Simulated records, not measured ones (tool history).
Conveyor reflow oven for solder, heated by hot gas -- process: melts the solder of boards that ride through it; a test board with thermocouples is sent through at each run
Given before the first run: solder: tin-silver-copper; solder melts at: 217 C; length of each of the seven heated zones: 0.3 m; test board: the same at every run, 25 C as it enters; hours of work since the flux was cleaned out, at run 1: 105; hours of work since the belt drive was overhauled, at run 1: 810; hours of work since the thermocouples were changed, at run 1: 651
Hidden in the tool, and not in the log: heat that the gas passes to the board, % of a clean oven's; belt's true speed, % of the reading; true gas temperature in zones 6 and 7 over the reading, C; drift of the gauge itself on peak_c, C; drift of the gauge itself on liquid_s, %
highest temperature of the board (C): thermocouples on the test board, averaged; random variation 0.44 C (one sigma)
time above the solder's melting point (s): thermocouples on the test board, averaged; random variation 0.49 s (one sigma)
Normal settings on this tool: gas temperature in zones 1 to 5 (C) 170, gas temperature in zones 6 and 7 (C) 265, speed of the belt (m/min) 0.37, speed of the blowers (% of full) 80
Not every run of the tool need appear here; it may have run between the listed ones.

run,hour,gas temperature in zones 1 to 5 (C),gas temperature in zones 6 and 7 (C),speed of the belt (m/min),speed of the blowers (% of full),hours of work since the flux was cleaned out,hours of work since the belt drive was overhauled,hours of work since the thermocouples were changed,highest temperature of the board (C),time above the solder's melting point (s)
1,0,170,265,0.37,80,105,810,651,251.1,70.5
2,92.8,170,265,0.37,80,159,864,705,251.3,70.8
3,143.5,170,265,0.37,80,189,894,734,251.2,70.7
# hour 192: flux residue cleaned out of gas plates and filters
4,218,161,265,0.37,80,15,934,775,250.4,65.7
5,267.9,161,265,0.342,80,44,963,804,252.2,75.3
6,328,161,265,0.342,80,79,998,839,252.4,74.9
7,396.1,161,265,0.342,80,119,1038,878,252.5,74.6
8,447.4,161,265,0.344,80,149,1068,908,251.3,74
9,536.9,168,265,0.304,86,201,1120,960,257.3,94.1
# hour 569.7: flux residue cleaned out of gas plates and filters
10,625.7,170,280,0.311,80,33,1168,1009,269.5,100.2
# hour 638.2: belt drive overhauled, speed set with a stopwatch
11,694.7,170,280,0.311,80,70,33,1047,269.4,101.8
12,762.1,179,264,0.383,72,110,72,1086,248.8,69.4
13,806.1,170,254,0.37,67,135,98,1112,238,53.7
14,887.5,170,254,0.37,67,183,145,1159,238,53.7
# hour 945.3: flux residue cleaned out of gas plates and filters
15,969.5,170,267,0.392,69,14,190,1204,248.1,61.1
# hour 1028.6: thermocouples of zones 6 and 7 changed
16,1033,165,267,0.382,70,50,226,3,247.7,62.6

Consider 3 possible next runs. They are alternatives, not a sequence: every one starts from the tool as it was left by run 16. What does each give?
A,1095.9,181,267,0.382,70,86,262,39,?,?
B,1095.9,176,267,0.382,70,86,262,39,?,?
C,1095.9,166,267,0.382,70,86,262,39,?,?

run,highest temperature of the board (C),time above the solder's melting point (s)
A,251.2,71.4
B,250.3,68.8
C,247.9,62.4
With the hidden condition removed and each run's random variation left untouched, the same runs would have given:
run,highest temperature of the board (C),time above the solder's melting point (s)
A,251.2,71.4
B,250.3,68.8
C,247.9,62.4
